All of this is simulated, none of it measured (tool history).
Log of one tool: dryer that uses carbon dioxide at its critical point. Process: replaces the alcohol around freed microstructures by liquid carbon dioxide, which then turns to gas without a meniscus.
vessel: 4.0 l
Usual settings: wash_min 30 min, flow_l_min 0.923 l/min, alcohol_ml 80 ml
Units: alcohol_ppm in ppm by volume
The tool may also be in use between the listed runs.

{"run": 1, "day": 0.0, "wash_min": 30, "flow_l_min": 0.923, "alcohol_ml": 80, "alcohol_ppm": 248}
{"run": 2, "day": 0.346, "wash_min": 30, "flow_l_min": 0.923, "alcohol_ml": 80, "alcohol_ppm": 253}
{"run": 3, "day": 0.642, "wash_min": 30, "flow_l_min": 1.08, "alcohol_ml": 80, "alcohol_ppm": 146}
{"run": 4, "day": 0.954, "wash_min": 30, "flow_l_min": 0.923, "alcohol_ml": 80, "alcohol_ppm": 252}
{"run": 5, "day": 1.146, "wash_min": 30, "flow_l_min": 0.923, "alcohol_ml": 80, "alcohol_ppm": 247}
{"run": 6, "day": 1.583, "wash_min": 30, "flow_l_min": 0.923, "alcohol_ml": 80, "alcohol_ppm": 255}
{"run": 7, "day": 1.821, "wash_min": 30, "flow_l_min": 0.923, "alcohol_ml": 80, "alcohol_ppm": 268}
{"run": 8, "day": 2.188, "wash_min": 30, "flow_l_min": 0.923, "alcohol_ml": 80, "alcohol_ppm": 264}
{"run": 9, "day": 2.512, "wash_min": 30, "flow_l_min": 0.923, "alcohol_ml": 80, "alcohol_ppm": 271}
{"run": 10, "day": 2.712, "wash_min": 30, "flow_l_min": 0.923, "alcohol_ml": 80, "alcohol_ppm": 275}
{"run": 11, "day": 3.083, "wash_min": 30, "flow_l_min": 0.923, "alcohol_ml": 80, "alcohol_ppm": 265}
{"run": 12, "day": 3.421, "wash_min": 30, "flow_l_min": 0.923, "alcohol_ml": 80, "alcohol_ppm": 276}
{"run": 13, "day": 3.621, "wash_min": 30, "flow_l_min": 0.923, "alcohol_ml": 80, "alcohol_ppm": 276}
{"run": 14, "day": 3.888, "wash_min": 46, "flow_l_min": 0.854, "alcohol_ml": 75, "alcohol_ppm": 110}
{"run": 15, "day": 4.179, "wash_min": 46, "flow_l_min": 0.854, "alcohol_ml": 75, "alcohol_ppm": 109}
{"run": 16, "day": 4.479, "wash_min": 34, "flow_l_min": 1.011, "alcohol_ml": 26, "alcohol_ppm": 91}
{"run": 17, "day": 4.792, "wash_min": 22, "flow_l_min": 0.879, "alcohol_ml": 78, "alcohol_ppm": 882}
{"run": 18, "day": 4.983, "wash_min": 19, "flow_l_min": 0.923, "alcohol_ml": 80, "alcohol_ppm": 1203}
{"run": 19, "day": 5.371, "wash_min": 19, "flow_l_min": 0.96, "alcohol_ml": 80, "alcohol_ppm": 1054}
{"run": 20, "day": 5.692, "wash_min": 30, "flow_l_min": 1.544, "alcohol_ml": 80, "alcohol_ppm": 92}
{"run": 21, "day": 6.125, "wash_min": 25, "flow_l_min": 1.515, "alcohol_ml": 22, "alcohol_ppm": 106}
{"run": 22, "day": 6.508, "wash_min": 30, "flow_l_min": 0.866, "alcohol_ml": 80, "alcohol_ppm": 360}
{"run": 23, "day": 6.975, "wash_min": 30, "flow_l_min": 0.866, "alcohol_ml": 80, "alcohol_ppm": 385}

Forecast each of these 5 alternatives for the next run:
{"day": 7.362, "done": "inlet filter changed"}
{"run": "A", "day": 7.483, "wash_min": 24, "flow_l_min": 1.381, "alcohol_ml": 51, "alcohol_ppm": "?"}
{"day": 7.362, "done": "inlet filter changed"}
{"run": "B", "day": 7.483, "wash_min": 28, "flow_l_min": 0.992, "alcohol_ml": 68, "alcohol_ppm": "?"}
{"day": 7.362, "done": "inlet filter changed"}
{"run": "C", "day": 7.483, "wash_min": 47, "flow_l_min": 0.608, "alcohol_ml": 86, "alcohol_ppm": "?"}
{"day": 7.362, "done": "inlet filter changed"}
{"run": "D", "day": 7.483, "wash_min": 30, "flow_l_min": 1.554, "alcohol_ml": 94, "alcohol_ppm": "?"}
{"day": 7.362, "done": "inlet filter changed"}
{"run": "E", "day": 7.483, "wash_min": 28, "flow_l_min": 0.907, "alcohol_ml": 88, "alcohol_ppm": "?"}

run=A alcohol_ppm=115
run=B alcohol_ppm=212
run=C alcohol_ppm=217
run=D alcohol_ppm=99
run=E alcohol_ppm=317
Without the tool's hidden state the same runs would have given:
run=A alcohol_ppm=29
run=B alcohol_ppm=120
run=C alcohol_ppm=127
run=D alcohol_ppm=11
run=E alcohol_ppm=226
